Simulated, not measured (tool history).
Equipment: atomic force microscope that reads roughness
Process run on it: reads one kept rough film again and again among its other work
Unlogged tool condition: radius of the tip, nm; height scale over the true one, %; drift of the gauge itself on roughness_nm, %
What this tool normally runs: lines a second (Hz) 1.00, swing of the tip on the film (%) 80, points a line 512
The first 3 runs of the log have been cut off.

run	hour	lines a second (Hz)	swing of the tip on the film (%)	points a line	pictures with this tip	hours of work since the height scale was calibrated	roughness of the kept film (nm (root mean square))
4	26.2	1.00	71	512	93	277	0.457
5	33.8	1.00	80	512	104	283	0.447
6	41.9	1.00	80	512	114	289	0.445
7	48.4	1.00	80	512	123	294	0.441
# hour 56.0: new tip fitted
8	59.3	1.00	80	512	4	302	0.469
9	64.7	1.00	80	512	11	306	0.462
10	75.6	1.00	80	512	26	315	0.462
11	82.9	1.00	80	512	36	320	0.462
# hour 85.0: height scale calibrated on a step standard
12	89.6	1.00	80	512	43	4	0.458
13	99.8	1.00	80	512	57	11	0.456
14	110.8	1.00	80	512	72	20	0.459
15	120.9	1.00	80	512	85	28	0.449
16	129.4	1.00	80	567	97	34	0.447
17	140.1	1.00	80	567	111	42	0.442
18	151.7	1.00	80	567	126	51	0.445
# hour 154.9: height scale calibrated on a step standard, once more
# hour 157.4: new tip fitted
19	162.6	1.00	70	512	7	6	0.487
20	174.0	1.00	70	512	22	14	0.487
21	185.1	3.45	88	545	37	23	0.332
22	191.6	0.85	59	272	46	28	0.489
23	200.1	3.99	66	652	57	34	0.422
24	207.9	3.99	66	652	68	40	0.421
25	219.3	3.99	66	652	83	49	0.417

What does the tool deliver on the next run?
26	229.1	1.00	58	512	96	57	?

roughness of the kept film (nm (root mean square)): 0.486
If the tool had no hidden condition, the same run with the same run-to-run variation would have returned roughness of the kept film (nm (root mean square)) 0.505.

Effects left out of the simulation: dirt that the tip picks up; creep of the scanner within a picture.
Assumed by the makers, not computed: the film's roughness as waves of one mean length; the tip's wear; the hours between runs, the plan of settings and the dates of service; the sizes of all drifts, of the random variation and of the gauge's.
